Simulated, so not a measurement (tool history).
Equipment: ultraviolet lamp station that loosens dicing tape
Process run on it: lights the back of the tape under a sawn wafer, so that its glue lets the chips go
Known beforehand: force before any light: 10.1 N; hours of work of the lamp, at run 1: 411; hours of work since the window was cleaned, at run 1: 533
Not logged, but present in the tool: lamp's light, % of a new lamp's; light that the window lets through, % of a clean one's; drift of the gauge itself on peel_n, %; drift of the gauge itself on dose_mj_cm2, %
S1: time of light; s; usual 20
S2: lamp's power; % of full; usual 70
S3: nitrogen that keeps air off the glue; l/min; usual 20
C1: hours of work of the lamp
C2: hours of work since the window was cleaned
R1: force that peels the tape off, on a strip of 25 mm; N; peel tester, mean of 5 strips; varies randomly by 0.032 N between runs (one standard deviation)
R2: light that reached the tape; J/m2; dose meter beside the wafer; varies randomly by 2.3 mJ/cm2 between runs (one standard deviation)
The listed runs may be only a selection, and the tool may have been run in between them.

| run | hour | S1 | S2 | S3 | C1 | C2 | R1 | R2 |
|---|---|---|---|---|---|---|---|---|
| 1 | 0.0 | 20 | 70 | 20 | 411 | 533 | 2.314 | 1770 |
| 2 | 21.1 | 20 | 70 | 20 | 420 | 541 | 2.458 | 1780 |
| 3 | 59.0 | 20 | 70 | 20 | 436 | 557 | 2.285 | 1740 |
| 4 | 99.7 | 20 | 70 | 20 | 453 | 574 | 2.374 | 1710 |
| 5 | 138.1 | 20 | 70 | 20 | 468 | 590 | 2.394 | 1720 |
| 6 | 158.8 | 20 | 70 | 20 | 477 | 598 | 2.412 | 1710 |
| 7 | 187.8 | 20 | 70 | 20 | 489 | 610 | 2.489 | 1700 |
| 8 | 223.7 | 14 | 71 | 7 | 504 | 625 | 5.056 | 1160 |
| 9 | 259.3 | 20 | 80 | 20 | 518 | 640 | 2.066 | 1920 |

Run 10 comes next. What will it give?
| 10 | 293.7 | 20 | 69 | 20 | 533 | 654 | ? | ? |

R1: 2.468 N
R2: 1670 J/m2
Take away the tool's hidden state, keep the run-to-run variation as it was, and the same run would have given R1 1.578 N, R2 2230 J/m2.
